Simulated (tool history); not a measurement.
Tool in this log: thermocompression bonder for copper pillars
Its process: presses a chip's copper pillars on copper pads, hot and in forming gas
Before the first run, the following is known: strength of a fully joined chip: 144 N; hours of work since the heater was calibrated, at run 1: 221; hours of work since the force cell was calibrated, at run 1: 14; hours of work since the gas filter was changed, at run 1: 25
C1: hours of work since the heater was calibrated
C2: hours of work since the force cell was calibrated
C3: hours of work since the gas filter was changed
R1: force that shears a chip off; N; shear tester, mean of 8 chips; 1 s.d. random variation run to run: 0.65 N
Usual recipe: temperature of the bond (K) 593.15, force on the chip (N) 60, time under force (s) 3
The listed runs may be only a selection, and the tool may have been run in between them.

Run 1, hour 0: usual settings; C1 221; C2 14; C3 25. Result: R1 53.8 N.
Run 2, hour 8.8: usual settings; C1 224; C2 18; C3 28. Result: R1 53.5 N.
Run 3, hour 22.3: usual settings; C1 230; C2 23; C3 34. Result: R1 52.9 N.
Run 4, hour 36: usual settings; C1 236; C2 29; C3 39. Result: R1 53.9 N.
At hour 38.7: force cell calibrated.
Run 5, hour 49.7: usual settings; C1 241; C2 5; C3 44. Result: R1 52.9 N.
Run 6, hour 60.9: usual settings; C1 245; C2 9; C3 49. Result: R1 53.8 N.
At hour 65.1: force cell calibrated, once more.
Run 7, hour 75.8: usual settings but temperature of the bond (K) 622.15; C1 251; C2 4; C3 54. Result: R1 67.4 N.

For run 8, what comes out?
Run 8, hour 81.5: usual settings but temperature of the bond (K) 592.15, force on the chip (N) 37; C1 253; C2 7; C3 57. Result: R1 ?.

{"run 8": {"R1": 36.9}}
Minus the tool's unlogged condition, the same run would have read R1 36.2 N.
